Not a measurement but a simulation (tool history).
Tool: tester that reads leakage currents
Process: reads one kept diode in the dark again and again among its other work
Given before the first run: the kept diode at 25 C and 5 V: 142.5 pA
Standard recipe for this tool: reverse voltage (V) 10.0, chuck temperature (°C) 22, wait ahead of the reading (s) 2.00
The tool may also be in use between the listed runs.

| run | hour | reverse voltage (V) | chuck temperature (°C) | wait ahead of the reading (s) | current that the tester gives (pA) |
|---|---|---|---|---|---|
| 1 | 0.0 | 10.0 | 22 | 2.00 | 170.29 |
| 2 | 45.8 | 10.0 | 22 | 2.00 | 169.82 |
| 3 | 127.7 | 10.0 | 22 | 0.62 | 171.44 |
| 4 | 199.1 | 10.0 | 24 | 0.62 | 199.18 |
| 5 | 274.0 | 10.0 | 24 | 0.62 | 198.32 |
| 6 | 332.4 | 10.0 | 22 | 2.00 | 169.34 |
| 7 | 375.8 | 10.0 | 22 | 0.46 | 172.33 |
| 8 | 417.5 | 10.0 | 22 | 0.46 | 171.25 |
| 9 | 483.0 | 10.0 | 22 | 0.46 | 170.71 |
|  | 497.2 | probe card cleaned and baked |
| 10 | 521.8 | 10.0 | 22 | 0.46 | 167.76 |
| 11 | 603.1 | 1.1 | 22 | 2.00 | 44.55 |
| 12 | 670.1 | 1.1 | 22 | 2.00 | 44.51 |
| 13 | 704.3 | 5.4 | 22 | 2.00 | 114.40 |
| 14 | 738.9 | 10.0 | 22 | 7.07 | 163.38 |
| 15 | 782.2 | 10.0 | 24 | 2.00 | 192.20 |
| 16 | 819.9 | 10.0 | 24 | 2.00 | 190.99 |
| 17 | 865.2 | 10.0 | 24 | 2.00 | 191.80 |
| 18 | 946.9 | 10.0 | 22 | 2.00 | 164.10 |
| 19 | 1028.9 | 10.0 | 38 | 2.00 | 521.09 |
| 20 | 1093.9 | 10.0 | 47 | 2.00 | 945.06 |
|  | 1125.5 | chuck's temperature calibrated |
| 21 | 1160.3 | 10.0 | 32 | 0.88 | 362.75 |
| 22 | 1235.2 | 10.0 | 32 | 0.88 | 361.87 |
| 23 | 1280.2 | 3.1 | 37 | 1.11 | 255.04 |
| 24 | 1314.1 | 7.2 | 27 | 0.37 | 209.54 |
| 25 | 1358.1 | 4.3 | 24 | 0.95 | 122.66 |
| 26 | 1398.1 | 9.3 | 30 | 0.95 | 299.28 |
| 27 | 1442.4 | 9.3 | 30 | 2.71 | 298.91 |
| 28 | 1484.4 | 10.5 | 55 | 3.99 | 1693.31 |
| 29 | 1529.0 | 18.8 | 55 | 3.99 | 2378.73 |
| 30 | 1583.2 | 10.0 | 58 | 2.26 | 1962.26 |
| 31 | 1631.6 | 10.0 | 58 | 2.26 | 1963.59 |
| 32 | 1681.2 | 10.0 | 58 | 2.26 | 1966.11 |
| 33 | 1744.4 | 3.4 | 22 | 0.50 | 91.45 |
| 34 | 1823.3 | 5.8 | 22 | 0.50 | 125.87 |
| 35 | 1893.4 | 14.5 | 54 | 9.56 | 1907.27 |
| 36 | 1943.7 | 14.5 | 54 | 9.56 | 1908.97 |
| 37 | 1985.6 | 14.5 | 54 | 9.56 | 1912.68 |
| 38 | 2030.2 | 2.5 | 49 | 0.69 | 490.77 |
| 39 | 2105.4 | 2.5 | 49 | 0.69 | 490.64 |
| 40 | 2150.1 | 2.5 | 49 | 0.69 | 489.90 |

Consider 3 possible next runs. They are alternatives, not a sequence: every one starts from the tool as it was left by run 40. What does each give?
| A | 2193.8 | 10.0 | 46 | 2.00 | ? |
| B | 2193.8 | 3.3 | 31 | 0.36 | ? |
| C | 2193.8 | 2.5 | 39 | 0.69 | ? |

| run | current that the tester gives (pA) |
|---|---|
| A | 913.43 |
| B | 172.46 |
| C | 253.40 |
Had the tool no hidden state, the same runs would have come out as:
| run | current that the tester gives (pA) |
|---|---|
| A | 925.16 |
| B | 174.93 |
| C | 256.97 |
